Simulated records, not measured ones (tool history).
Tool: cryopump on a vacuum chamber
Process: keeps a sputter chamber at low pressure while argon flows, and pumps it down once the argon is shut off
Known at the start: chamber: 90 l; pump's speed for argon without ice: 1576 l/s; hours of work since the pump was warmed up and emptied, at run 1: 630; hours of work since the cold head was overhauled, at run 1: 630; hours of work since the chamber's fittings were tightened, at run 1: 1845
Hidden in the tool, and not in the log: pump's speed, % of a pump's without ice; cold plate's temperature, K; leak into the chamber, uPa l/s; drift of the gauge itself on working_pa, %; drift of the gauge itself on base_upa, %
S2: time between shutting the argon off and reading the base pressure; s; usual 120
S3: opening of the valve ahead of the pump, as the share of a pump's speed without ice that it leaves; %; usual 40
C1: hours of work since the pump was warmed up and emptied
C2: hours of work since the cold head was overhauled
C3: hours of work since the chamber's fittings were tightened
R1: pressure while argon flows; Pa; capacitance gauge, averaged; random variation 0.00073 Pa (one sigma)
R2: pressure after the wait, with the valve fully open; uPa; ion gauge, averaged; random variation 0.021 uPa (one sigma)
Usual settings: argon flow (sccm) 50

Run 1, hour 0: usual settings; C1 630; C2 630; C3 1845. Result: R1 0.1414 Pa, R2 1.36 uPa.
Run 2, hour 19.5: usual settings; C1 642; C2 642; C3 1858. Result: R1 0.1418 Pa, R2 1.33 uPa.
Run 3, hour 32: usual settings but S3 32 %; C1 651; C2 651; C3 1866. Result: R1 0.1746 Pa, R2 1.4 uPa.
Run 4, hour 54.6: usual settings but S3 32 %; C1 665; C2 665; C3 1881. Result: R1 0.1755 Pa, R2 1.39 uPa.
Run 5, hour 72.1: usual settings but S2 257 s; C1 676; C2 676; C3 1892. Result: R1 0.1424 Pa, R2 1.25 uPa.
Run 6, hour 92.2: usual settings; C1 689; C2 689; C3 1905. Result: R1 0.1421 Pa, R2 1.43 uPa.
Run 7, hour 112.3: usual settings but argon flow (sccm) 21; C1 702; C2 702; C3 1918. Result: R1 0.0596 Pa, R2 1.38 uPa.
Run 8, hour 132.9: usual settings; C1 715; C2 715; C3 1931. Result: R1 0.1436 Pa, R2 1.37 uPa.
Run 9, hour 156.4: usual settings; C1 730; C2 730; C3 1946. Result: R1 0.1427 Pa, R2 1.43 uPa.
Run 10, hour 186: usual settings but S3 34 %; C1 749; C2 749; C3 1965. Result: R1 0.1666 Pa, R2 1.49 uPa.
Run 11, hour 213.3: usual settings but S3 34 %; C1 767; C2 767; C3 1983. Result: R1 0.1666 Pa, R2 1.4 uPa.
Run 12, hour 231.7: usual settings but S3 34 %; C1 779; C2 779; C3 1994. Result: R1 0.1668 Pa, R2 1.48 uPa.
Run 13, hour 257.6: usual settings but S3 34 %; C1 795; C2 795; C3 2011. Result: R1 0.166 Pa, R2 1.45 uPa.
Run 14, hour 277.1: usual settings but S3 34 %; C1 808; C2 808; C3 2024. Result: R1 0.167 Pa, R2 1.52 uPa.
Run 15, hour 292.1: usual settings but S3 34 %; C1 818; C2 818; C3 2033. Result: R1 0.1682 Pa, R2 1.52 uPa.
Run 16, hour 316.1: usual settings but argon flow (sccm) 58, S2 58 s, S3 34 %; C1 833; C2 833; C3 2049. Result: R1 0.1938 Pa, R2 1.72 uPa.
Run 17, hour 338.6: usual settings but argon flow (sccm) 58, S2 58 s, S3 34 %; C1 848; C2 848; C3 2063. Result: R1 0.195 Pa, R2 1.79 uPa.
Run 18, hour 355.5: usual settings but argon flow (sccm) 91, S2 51 s; C1 858; C2 858; C3 2074. Result: R1 0.2646 Pa, R2 1.87 uPa.
Run 19, hour 384.7: usual settings but argon flow (sccm) 86, S3 43 %; C1 877; C2 877; C3 2093. Result: R1 0.2321 Pa, R2 1.53 uPa.
Run 20, hour 399.1: usual settings but argon flow (sccm) 24, S2 282 s, S3 45 %; C1 886; C2 886; C3 2102. Result: R1 0.0619 Pa, R2 1.39 uPa.
Run 21, hour 415.3: usual settings but S3 60 %; C1 897; C2 897; C3 2112. Result: R1 0.1009 Pa, R2 1.57 uPa.
Run 22, hour 437: usual settings but argon flow (sccm) 22, S2 24 s, S3 60 %; C1 911; C2 911; C3 2126. Result: R1 0.0434 Pa, R2 2.64 uPa.
Run 23, hour 458.6: usual settings but argon flow (sccm) 93, S3 59 %; C1 925; C2 925; C3 2140. Result: R1 0.1888 Pa, R2 1.55 uPa.
Run 24, hour 472.4: usual settings but argon flow (sccm) 93, S3 41 %; C1 934; C2 934; C3 2149. Result: R1 0.2636 Pa, R2 1.52 uPa.
Run 25, hour 491: usual settings but argon flow (sccm) 93, S3 41 %; C1 945; C2 945; C3 2161. Result: R1 0.2672 Pa, R2 1.56 uPa.
Run 26, hour 517.3: usual settings but argon flow (sccm) 44, S2 27 s, S3 41 %; C1 962; C2 962; C3 2178. Result: R1 0.1252 Pa, R2 2.56 uPa.
Run 27, hour 544.1: usual settings but argon flow (sccm) 66, S2 148 s, S3 28 %; C1 980; C2 980; C3 2195. Result: R1 0.2664 Pa, R2 1.55 uPa.
Run 28, hour 557.3: usual settings but argon flow (sccm) 66, S2 148 s, S3 28 %; C1 988; C2 988; C3 2204. Result: R1 0.2692 Pa, R2 1.59 uPa.
Run 29, hour 572: usual settings but argon flow (sccm) 88, S2 31 s, S3 31 %; C1 997; C2 997; C3 2213. Result: R1 0.3261 Pa, R2 2.36 uPa.

Forecast each of these 5 alternatives for the next run:
Run A, hour 601: usual settings but S3 27 %; C1 1016; C2 1016; C3 2232. Result: R1 ?, R2 ?.
Run B, hour 601: usual settings but argon flow (sccm) 52, S2 39 s, S3 31 %; C1 1016; C2 1016; C3 2232. Result: R1 ?, R2 ?.
Run C, hour 601: usual settings but argon flow (sccm) 44, S2 269 s; C1 1016; C2 1016; C3 2232. Result: R1 ?, R2 ?.
Run D, hour 601: usual settings but argon flow (sccm) 64, S2 97 s, S3 29 %; C1 1016; C2 1016; C3 2232. Result: R1 ?, R2 ?.
Run E, hour 601: usual settings but argon flow (sccm) 31, S2 31 s, S3 54 %; C1 1016; C2 1016; C3 2232. Result: R1 ?, R2 ?.

run      R1    R2
  A  0.2095  1.65
  B  0.1935  2.25
  C   0.129  1.45
  D  0.2524  1.75
  E  0.0692  2.37
Without the tool's hidden state the same runs would have given:
run      R1    R2
  A  0.1971  0.48
  B  0.1806  1.03
  C  0.1181   0.3
  D  0.2364  0.57
  E  0.0615  1.22

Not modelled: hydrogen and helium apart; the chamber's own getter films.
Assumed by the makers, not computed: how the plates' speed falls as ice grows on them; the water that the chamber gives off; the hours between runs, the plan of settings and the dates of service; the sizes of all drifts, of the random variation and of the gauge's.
